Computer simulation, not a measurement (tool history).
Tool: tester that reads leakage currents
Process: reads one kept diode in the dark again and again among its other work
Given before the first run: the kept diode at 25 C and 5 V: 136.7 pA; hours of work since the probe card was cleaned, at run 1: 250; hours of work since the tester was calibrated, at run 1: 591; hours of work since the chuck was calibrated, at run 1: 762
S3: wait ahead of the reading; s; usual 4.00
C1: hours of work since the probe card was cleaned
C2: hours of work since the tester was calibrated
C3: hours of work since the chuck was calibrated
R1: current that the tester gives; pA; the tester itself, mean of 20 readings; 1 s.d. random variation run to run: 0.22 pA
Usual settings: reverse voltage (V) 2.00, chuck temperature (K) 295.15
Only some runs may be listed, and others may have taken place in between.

Run 1, day 0.000: usual settings; C1 250; C2 591; C3 762. Result: R1 64.98 pA.
Run 2, day 1.667: usual settings; C1 267; C2 608; C3 780. Result: R1 65.48 pA.
Run 3, day 2.583: usual settings but reverse voltage (V) 10.90; C1 277; C2 618; C3 789. Result: R1 141.74 pA.
Run 4, day 4.338: usual settings; C1 295; C2 636; C3 808. Result: R1 64.65 pA.
Run 5, day 6.142: usual settings but reverse voltage (V) 1.18; C1 314; C2 655; C3 827. Result: R1 50.95 pA.
Run 6, day 7.462: usual settings; C1 328; C2 669; C3 840. Result: R1 64.58 pA.
Run 7, day 8.354: usual settings; C1 337; C2 678; C3 850. Result: R1 64.75 pA.
Run 8, day 9.142: usual settings but S3 0.88 s; C1 345; C2 686; C3 858. Result: R1 64.73 pA.
Run 9, day 10.008: usual settings but reverse voltage (V) 12.82; C1 354; C2 695; C3 867. Result: R1 150.72 pA.
Run 10, day 11.454: usual settings but reverse voltage (V) 5.08, chuck temperature (K) 307.15, S3 4.49 s; C1 369; C2 710; C3 882. Result: R1 256.94 pA.
Run 11, day 12.225: usual settings but reverse voltage (V) 5.08, chuck temperature (K) 307.15, S3 4.49 s; C1 377; C2 718; C3 890. Result: R1 257.95 pA.
Run 12, day 13.483: usual settings but reverse voltage (V) 5.33, S3 3.30 s; C1 391; C2 732; C3 903. Result: R1 100.75 pA.
Run 13, day 14.496: usual settings but reverse voltage (V) 5.33, chuck temperature (K) 327.15, S3 3.30 s; C1 401; C2 742; C3 914. Result: R1 1114.79 pA.
Run 14, day 15.950: usual settings but reverse voltage (V) 1.01, chuck temperature (K) 326.15, S3 3.43 s; C1 416; C2 757; C3 929. Result: R1 490.93 pA.
Run 15, day 17.479: usual settings but reverse voltage (V) 5.07, chuck temperature (K) 300.15, S3 3.43 s; C1 432; C2 773; C3 945. Result: R1 147.04 pA.
Run 16, day 19.104: usual settings but reverse voltage (V) 5.07, chuck temperature (K) 300.15, S3 3.43 s; C1 449; C2 790; C3 962. Result: R1 146.63 pA.

Some steps in R1, run to run, broken into two amounts with sign: the step expected even without the hidden condition (settings, incoming material, random variation), and the rest, left for the hidden condition together with whatever gauge scatter is not in both the measured and the hidden-condition-free result:
Unlogged tool condition in this case: stray current of the dirty probe card, pA a volt; current scale over the true one, %; true chuck temperature over the reading, C; drift of the gauge itself on leakage_pa, %.
Run 12 -> 13: chuck temperature (K) 295.15 -> 327.15. R1 +1014.04 pA: hidden state -84.99, all else +1099.03.

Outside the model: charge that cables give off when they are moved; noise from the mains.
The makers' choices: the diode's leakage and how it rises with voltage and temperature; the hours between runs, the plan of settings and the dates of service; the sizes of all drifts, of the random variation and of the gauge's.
